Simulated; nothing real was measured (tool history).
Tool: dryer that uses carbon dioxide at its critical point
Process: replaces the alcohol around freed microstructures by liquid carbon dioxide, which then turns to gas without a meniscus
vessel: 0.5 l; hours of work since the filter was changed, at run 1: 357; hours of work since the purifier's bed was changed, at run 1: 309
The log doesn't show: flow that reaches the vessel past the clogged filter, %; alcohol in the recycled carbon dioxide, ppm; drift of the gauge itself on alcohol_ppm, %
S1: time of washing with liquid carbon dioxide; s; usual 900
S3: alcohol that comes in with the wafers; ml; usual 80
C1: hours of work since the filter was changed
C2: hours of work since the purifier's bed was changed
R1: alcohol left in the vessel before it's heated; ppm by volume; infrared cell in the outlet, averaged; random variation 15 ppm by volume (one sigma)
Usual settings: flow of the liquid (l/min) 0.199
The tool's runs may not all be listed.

run 1 hour=0 | S1=900 flow_of_the_liquid_(l/min)=0.199 S3=80 | C1=357 C2=309 | R1=1877
run 2 hour=48.7 | S1=900 flow_of_the_liquid_(l/min)=0.199 S3=80 | C1=389 C2=341 | R1=1938
run 3 hour=74.8 | S1=900 flow_of_the_liquid_(l/min)=0.158 S3=80 | C1=405 C2=357 | R1=4888
run 4 hour=118.2 | S1=900 flow_of_the_liquid_(l/min)=0.158 S3=80 | C1=433 C2=385 | R1=5179
run 5 hour=157.1 | S1=900 flow_of_the_liquid_(l/min)=0.158 S3=80 | C1=458 C2=410 | R1=5253
run 6 hour=189.1 | S1=900 flow_of_the_liquid_(l/min)=0.199 S3=37 | C1=479 C2=431 | R1=1127
-- hour=200.3 inlet filter changed
run 7 hour=210.2 | S1=900 flow_of_the_liquid_(l/min)=0.199 S3=25 | C1=6 C2=444 | R1=387
run 8 hour=245.1 | S1=900 flow_of_the_liquid_(l/min)=0.199 S3=80 | C1=29 C2=466 | R1=1110
run 9 hour=273.4 | S1=900 flow_of_the_liquid_(l/min)=0.199 S3=80 | C1=47 C2=485 | R1=1179
run 10 hour=308 | S1=900 flow_of_the_liquid_(l/min)=0.199 S3=80 | C1=69 C2=507 | R1=1189
run 11 hour=348 | S1=900 flow_of_the_liquid_(l/min)=0.199 S3=80 | C1=95 C2=533 | R1=1239
run 12 hour=391.1 | S1=900 flow_of_the_liquid_(l/min)=0.199 S3=80 | C1=123 C2=560 | R1=1296
run 13 hour=411.9 | S1=900 flow_of_the_liquid_(l/min)=0.199 S3=47 | C1=136 C2=574 | R1=849
run 14 hour=460.8 | S1=900 flow_of_the_liquid_(l/min)=0.199 S3=47 | C1=168 C2=605 | R1=917
run 15 hour=486 | S1=1020 flow_of_the_liquid_(l/min)=0.199 S3=80 | C1=184 C2=621 | R1=837
run 16 hour=514.3 | S1=1020 flow_of_the_liquid_(l/min)=0.199 S3=80 | C1=202 C2=640 | R1=888
run 17 hour=557 | S1=1020 flow_of_the_liquid_(l/min)=0.219 S3=80 | C1=230 C2=667 | R1=602
run 18 hour=606.4 | S1=1020 flow_of_the_liquid_(l/min)=0.219 S3=80 | C1=261 C2=699 | R1=673
run 19 hour=637.7 | S1=900 flow_of_the_liquid_(l/min)=0.199 S3=98 | C1=282 C2=719 | R1=2148
run 20 hour=662.9 | S1=900 flow_of_the_liquid_(l/min)=0.158 S3=80 | C1=298 C2=735 | R1=4409
run 21 hour=699.1 | S1=900 flow_of_the_liquid_(l/min)=0.199 S3=80 | C1=321 C2=759 | R1=1925
-- hour=715.7 purifier's bed changed
run 22 hour=746.8 | S1=900 flow_of_the_liquid_(l/min)=0.199 S3=80 | C1=350 C2=20 | R1=1797
run 23 hour=795.9 | S1=900 flow_of_the_liquid_(l/min)=0.199 S3=80 | C1=381 C2=52 | R1=1915
run 24 hour=819.1 | S1=900 flow_of_the_liquid_(l/min)=0.199 S3=59 | C1=396 C2=67 | R1=1470
run 25 hour=858.5 | S1=1020 flow_of_the_liquid_(l/min)=0.277 S3=77 | C1=422 C2=92 | R1=186
run 26 hour=892.3 | S1=600 flow_of_the_liquid_(l/min)=0.13 S3=117 | C1=444 C2=114 | R1=36379
run 27 hour=917 | S1=600 flow_of_the_liquid_(l/min)=0.13 S3=117 | C1=459 C2=130 | R1=35323
run 28 hour=954 | S1=840 flow_of_the_liquid_(l/min)=0.327 S3=80 | C1=483 C2=153 | R1=303
-- hour=957.8 inlet filter changed
run 29 hour=999.2 | S1=600 flow_of_the_liquid_(l/min)=0.173 S3=79 | C1=27 C2=182 | R1=8302
run 30 hour=1036.8 | S1=900 flow_of_the_liquid_(l/min)=0.199 S3=33 | C1=51 C2=206 | R1=483
run 31 hour=1066 | S1=900 flow_of_the_liquid_(l/min)=0.211 S3=33 | C1=70 C2=225 | R1=375
run 32 hour=1093.2 | S1=1440 flow_of_the_liquid_(l/min)=0.211 S3=30 | C1=87 C2=242 | R1=81
run 33 hour=1115.7 | S1=1440 flow_of_the_liquid_(l/min)=0.211 S3=30 | C1=102 C2=257 | R1=84
run 34 hour=1157.2 | S1=1260 flow_of_the_liquid_(l/min)=0.199 S3=80 | C1=128 C2=284 | R1=244
run 35 hour=1198.9 | S1=1200 flow_of_the_liquid_(l/min)=0.17 S3=39 | C1=155 C2=310 | R1=378
run 36 hour=1232.6 | S1=1200 flow_of_the_liquid_(l/min)=0.17 S3=39 | C1=177 C2=332 | R1=401
run 37 hour=1280.9 | S1=1200 flow_of_the_liquid_(l/min)=0.122 S3=67 | C1=208 C2=363 | R1=2698
run 38 hour=1308.7 | S1=840 flow_of_the_liquid_(l/min)=0.306 S3=67 | C1=226 C2=381 | R1=263
run 39 hour=1333.9 | S1=1320 flow_of_the_liquid_(l/min)=0.199 S3=97 | C1=242 C2=397 | R1=305
run 40 hour=1375.7 | S1=1320 flow_of_the_liquid_(l/min)=0.199 S3=97 | C1=269 C2=424 | R1=327
run 41 hour=1407.2 | S1=1140 flow_of_the_liquid_(l/min)=0.156 S3=25 | C1=289 C2=444 | R1=619
run 42 hour=1452.7 | S1=1140 flow_of_the_liquid_(l/min)=0.156 S3=25 | C1=319 C2=474 | R1=665
run 43 hour=1500.7 | S1=900 flow_of_the_liquid_(l/min)=0.199 S3=99 | C1=349 C2=505 | R1=2329
run 44 hour=1538.5 | S1=840 flow_of_the_liquid_(l/min)=0.199 S3=80 | C1=374 C2=529 | R1=2677
run 45 hour=1562.2 | S1=840 flow_of_the_liquid_(l/min)=0.199 S3=80 | C1=389 C2=544 | R1=2690
run 46 hour=1594.9 | S1=900 flow_of_the_liquid_(l/min)=0.148 S3=24 | C1=410 C2=565 | R1=1928

5 ways to go on from here, each from the tool as it stands after run 46. What would each give?
run A hour=1628.2 | S1=660 flow_of_the_liquid_(l/min)=0.306 S3=27 | C1=432 C2=587 | R1=?
run B hour=1628.2 | S1=1320 flow_of_the_liquid_(l/min)=0.254 S3=26 | C1=432 C2=587 | R1=?
run C hour=1628.2 | S1=900 flow_of_the_liquid_(l/min)=0.148 S3=56 | C1=432 C2=587 | R1=?
run D hour=1628.2 | S1=900 flow_of_the_liquid_(l/min)=0.199 S3=69 | C1=432 C2=587 | R1=?
run E hour=1628.2 | S1=780 flow_of_the_liquid_(l/min)=0.148 S3=36 | C1=432 C2=587 | R1=?

run=A R1=574
run=B R1=173
run=C R1=4552
run=D R1=1957
run=E R1=4548
Without the tool's hidden state the same runs would have given:
run=A R1=176
run=B R1=10
run=C R1=2379
run=D R1=794
run=E R1=2573

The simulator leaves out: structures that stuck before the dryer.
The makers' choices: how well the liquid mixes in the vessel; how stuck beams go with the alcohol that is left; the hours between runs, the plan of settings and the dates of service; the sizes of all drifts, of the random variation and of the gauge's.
